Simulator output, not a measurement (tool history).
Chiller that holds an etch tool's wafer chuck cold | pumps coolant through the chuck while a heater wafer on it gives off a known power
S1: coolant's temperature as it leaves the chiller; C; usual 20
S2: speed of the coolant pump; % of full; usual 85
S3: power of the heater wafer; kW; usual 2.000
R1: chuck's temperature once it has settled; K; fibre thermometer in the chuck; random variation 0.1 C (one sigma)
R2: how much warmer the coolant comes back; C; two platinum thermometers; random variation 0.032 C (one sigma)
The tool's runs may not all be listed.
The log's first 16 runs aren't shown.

run	hour	S1	S2	S3	R1	R2
17	2434.2	20	94	2.000	314.15	4.24
18	2590.2	17	85	1.350	305.75	3.15
19	2730.4	17	85	1.350	305.65	3.15
20	2857.9	11	81	2.000	307.65	5.12
21	2988.3	11	81	2.000	307.75	5.14
22	3153.8	11	81	2.000	307.95	5.13
23	3268.2	14	98	1.219	300.75	2.60
# hour 3340.3: coolant pump overhauled, once more
24	3388.8	25	98	2.372	321.05	4.11
25	3565.7	25	98	2.372	321.05	4.07
26	3699.1	26	85	2.000	320.45	4.06
27	3897.3	18	75	1.201	305.65	2.78
28	3998.1	18	75	1.201	305.55	2.85
29	4091.3	19	75	1.201	306.75	2.82
# hour 4204.7: chiller's thermometer calibrated
30	4258.0	19	75	1.201	305.55	2.84
31	4408.2	19	75	1.201	305.65	2.82

5 ways to go on from here, each from the tool as it stands after run 31. What would each give?
A	4523.9	11	67	1.067	?	?
B	4523.9	12	79	2.000	?	?
C	4523.9	19	71	1.301	?	?
D	4523.9	21	85	1.606	?	?
E	4523.9	23	77	2.000	?	?

run	R1	R2
A	296.95	2.88
B	306.95	4.50
C	307.25	3.29
D	310.95	3.31
E	318.15	4.61
Without the tool's hidden state the same runs would have given:
run	R1	R2
A	295.95	2.76
B	305.25	4.30
C	306.05	3.15
D	309.65	3.16
E	316.45	4.40

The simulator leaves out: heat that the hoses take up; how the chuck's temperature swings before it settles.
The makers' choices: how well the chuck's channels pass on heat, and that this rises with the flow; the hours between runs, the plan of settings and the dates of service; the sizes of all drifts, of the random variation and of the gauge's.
